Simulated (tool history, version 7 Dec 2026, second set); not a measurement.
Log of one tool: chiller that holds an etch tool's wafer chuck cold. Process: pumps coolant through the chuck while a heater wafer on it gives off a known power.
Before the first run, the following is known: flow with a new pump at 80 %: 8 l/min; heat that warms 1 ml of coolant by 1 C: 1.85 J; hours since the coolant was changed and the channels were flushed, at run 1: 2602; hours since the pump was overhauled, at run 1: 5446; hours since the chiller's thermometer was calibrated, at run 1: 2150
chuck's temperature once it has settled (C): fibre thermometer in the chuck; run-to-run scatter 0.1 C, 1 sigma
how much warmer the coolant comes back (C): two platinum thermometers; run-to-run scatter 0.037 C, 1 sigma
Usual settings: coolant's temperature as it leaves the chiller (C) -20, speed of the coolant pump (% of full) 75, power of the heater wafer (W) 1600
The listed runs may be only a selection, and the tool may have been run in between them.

| run | hour | coolant's temperature as it leaves the chiller (C) | speed of the coolant pump (% of full) | power of the heater wafer (W) | hours since the coolant was changed and the channels were flushed | hours since the pump was overhauled | hours since the chiller's thermometer was calibrated | chuck's temperature once it has settled (C) | how much warmer the coolant comes back (C) |
|---|---|---|---|---|---|---|---|---|---|
| 1 | 0.0 | -20 | 75 | 1600 | 2602 | 5446 | 2150 | -5.3 | 6.94 |
| 2 | 191.1 | -15 | 75 | 1600 | 2793 | 5637 | 2341 | -0.7 | 6.96 |
| 3 | 336.5 | -15 | 75 | 1600 | 2938 | 5783 | 2486 | -0.7 | 6.93 |
| 4 | 508.2 | -15 | 75 | 1600 | 3110 | 5954 | 2658 | -0.5 | 6.94 |
| 5 | 701.3 | -15 | 75 | 1600 | 3303 | 6148 | 2851 | -0.8 | 6.94 |
| 6 | 865.6 | -20 | 75 | 1600 | 3467 | 6312 | 3015 | -5.6 | 6.89 |
| 7 | 953.7 | -20 | 75 | 1600 | 3556 | 6400 | 3103 | -5.6 | 6.87 |
| 8 | 1075.9 | -20 | 75 | 1600 | 3678 | 6522 | 3226 | -5.5 | 6.89 |
| 9 | 1253.9 | -20 | 75 | 1600 | 3856 | 6700 | 3404 | -5.5 | 6.91 |
| 10 | 1377.1 | -20 | 75 | 1600 | 3979 | 6823 | 3527 | -5.7 | 6.85 |
| 11 | 1547.1 | -20 | 75 | 1600 | 4149 | 6993 | 3697 | -5.5 | 6.90 |
| 12 | 1669.8 | -20 | 75 | 1600 | 4272 | 7116 | 3819 | -5.5 | 6.87 |
| 13 | 1786.8 | -20 | 75 | 1600 | 4389 | 7233 | 3936 | -5.5 | 6.86 |
| 14 | 1894.0 | -20 | 75 | 1600 | 4496 | 7340 | 4044 | -5.5 | 6.85 |
| 15 | 2066.0 | -20 | 75 | 1600 | 4668 | 7512 | 4216 | -5.7 | 6.85 |
| 16 | 2185.7 | -20 | 75 | 1286 | 4788 | 7632 | 4335 | -8.4 | 5.40 |
| 17 | 2364.9 | -12 | 75 | 1138 | 4967 | 7811 | 4515 | -1.7 | 4.92 |
| 18 | 2567.4 | -12 | 75 | 1138 | 5169 | 8014 | 4717 | -1.9 | 4.79 |
| 19 | 2694.5 | -20 | 98 | 1600 | 5296 | 8141 | 4844 | -8.3 | 5.10 |
| 20 | 2798.4 | -20 | 65 | 2046 | 5400 | 8245 | 4948 | 0.6 | 10.27 |
|  | 2952.2 | chiller's thermometer calibrated |
| 21 | 2984.6 | -13 | 65 | 2046 | 5585 | 8430 | 32 | 7.6 | 10.14 |
| 22 | 3170.0 | -12 | 75 | 1423 | 5771 | 8615 | 218 | 1.0 | 6.05 |
| 23 | 3292.9 | -20 | 85 | 1096 | 5894 | 8738 | 341 | -11.0 | 4.03 |
| 24 | 3431.0 | -20 | 85 | 1096 | 6032 | 8876 | 479 | -11.0 | 3.98 |
| 25 | 3636.4 | -20 | 85 | 1096 | 6237 | 9082 | 684 | -11.0 | 3.93 |
| 26 | 3760.7 | -16 | 76 | 870 | 6362 | 9206 | 809 | -8.4 | 3.54 |
| 27 | 3945.0 | -16 | 76 | 870 | 6546 | 9390 | 993 | -8.1 | 3.56 |
| 28 | 4062.6 | -16 | 76 | 870 | 6663 | 9508 | 1110 | -8.2 | 3.54 |
| 29 | 4179.1 | -13 | 74 | 1600 | 6780 | 9624 | 1227 | 1.7 | 6.91 |
| 30 | 4389.3 | -20 | 83 | 1545 | 6990 | 9835 | 1437 | -7.0 | 5.83 |
| 31 | 4546.4 | -23 | 67 | 1601 | 7147 | 9992 | 1594 | -7.3 | 7.63 |

Predict each of these 3 candidate next runs independently; none follows another, all start after run 31:
| A | 4709.8 | -15 | 76 | 1600 | 7311 | 10155 | 1758 | ? | ? |
| B | 4709.8 | -28 | 67 | 915 | 7311 | 10155 | 1758 | ? | ? |
| C | 4709.8 | -24 | 75 | 1228 | 7311 | 10155 | 1758 | ? | ? |

| run | chuck's temperature once it has settled (C) | how much warmer the coolant comes back (C) |
|---|---|---|
| A | -0.7 | 6.60 |
| B | -18.9 | 4.26 |
| C | -13.1 | 5.05 |
Stripped of hidden state, with their random variation kept, the same runs would have yielded:
| run | chuck's temperature once it has settled (C) | how much warmer the coolant comes back (C) |
|---|---|---|
| A | -0.7 | 6.81 |
| B | -19.0 | 4.48 |
| C | -13.1 | 5.27 |
